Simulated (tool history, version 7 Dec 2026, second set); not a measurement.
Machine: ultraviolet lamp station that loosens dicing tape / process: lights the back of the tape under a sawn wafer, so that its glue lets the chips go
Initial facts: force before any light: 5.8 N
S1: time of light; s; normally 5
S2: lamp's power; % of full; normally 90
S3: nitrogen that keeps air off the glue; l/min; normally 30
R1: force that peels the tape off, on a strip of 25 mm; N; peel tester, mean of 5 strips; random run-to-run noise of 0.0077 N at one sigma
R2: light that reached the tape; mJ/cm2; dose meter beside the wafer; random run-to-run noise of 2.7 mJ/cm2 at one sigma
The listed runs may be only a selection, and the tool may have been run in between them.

| run | hour | S1 | S2 | S3 | R1 | R2 |
|---|---|---|---|---|---|---|
| 1 | 0 | 5 | 90 | 30 | 0.289 | 345 |
| 2 | 20.4 | 5 | 90 | 30 | 0.303 | 345 |
| 3 | 46.9 | 5 | 90 | 33 | 0.314 | 335 |
| 4 | 79.2 | 5 | 90 | 33 | 0.295 | 338 |
| 5 | 96.2 | 5 | 90 | 33 | 0.299 | 337 |
| 6 | 124.4 | 5 | 90 | 33 | 0.301 | 333 |
| 7 | 157.9 | 4 | 90 | 30 | 0.412 | 262 |
| 8 | 178.2 | 4 | 90 | 30 | 0.403 | 259 |
| 9 | 207.3 | 4 | 90 | 30 | 0.426 | 256 |
| 10 | 224.4 | 5 | 97 | 30 | 0.3 | 350 |
| 11 | 255.6 | 5 | 90 | 30 | 0.329 | 324 |
| 12 | 273.2 | 3 | 90 | 30 | 0.696 | 192 |
| 13 | 300 | 5 | 90 | 45 | 0.288 | 319 |
| 14 | 316.5 | 5 | 90 | 30 | 0.314 | 312 |
| 15 | 332.3 | 5 | 90 | 30 | 0.317 | 311 |
| 16 | 357.3 | 5 | 90 | 30 | 0.323 | 306 |
| 17 | 384.3 | 5 | 90 | 30 | 0.326 | 311 |
| 18 | 402.2 | 2 | 74 | 51 | 1.439 | 98 |
| 19 | 420.6 | 5 | 94 | 46 | 0.291 | 315 |
| 20 | 439.3 | 5 | 92 | 13 | 0.485 | 307 |
| 21 | 466.8 | 4 | 87 | 13 | 0.755 | 233 |
| 22 | 491.7 | 4 | 87 | 13 | 0.758 | 231 |
| 23 | 517.5 | 4 | 87 | 13 | 0.808 | 227 |
|  | 527.1 | window cleaned of glue's vapour |
| 24 | 541.2 | 2 | 81 | 13 | 1.962 | 115 |
| 25 | 571.8 | 3 | 82 | 53 | 0.651 | 172 |
| 26 | 586 | 3 | 82 | 53 | 0.654 | 167 |
| 27 | 613.8 | 3 | 90 | 30 | 0.702 | 184 |
| 28 | 633.6 | 6 | 77 | 51 | 0.299 | 311 |
| 29 | 667.1 | 6 | 72 | 55 | 0.302 | 288 |
| 30 | 700.8 | 6 | 72 | 55 | 0.304 | 288 |
| 31 | 721.5 | 6 | 72 | 55 | 0.321 | 291 |
| 32 | 737.4 | 7 | 71 | 13 | 0.43 | 322 |
| 33 | 770.9 | 5 | 71 | 30 | 0.502 | 230 |

5 options for the next run, each taken on its own from the tool as it stands now. Forecast them:
| A | 790.5 | 5 | 68 | 32 | ? | ? |
| B | 790.5 | 3 | 100 | 23 | ? | ? |
| C | 790.5 | 5 | 71 | 42 | ? | ? |
| D | 790.5 | 9 | 62 | 38 | ? | ? |
| E | 790.5 | 5 | 93 | 15 | ? | ? |

| run | R1 | R2 |
|---|---|---|
| A | 0.525 | 222 |
| B | 0.75 | 197 |
| C | 0.446 | 230 |
| D | 0.274 | 362 |
| E | 0.449 | 301 |
Take away the tool's hidden state, keep each run's random variation, and the runs would have read:
| run | R1 | R2 |
|---|---|---|
| A | 0.386 | 273 |
| B | 0.537 | 242 |
| C | 0.34 | 283 |
| D | 0.251 | 445 |
| E | 0.337 | 370 |
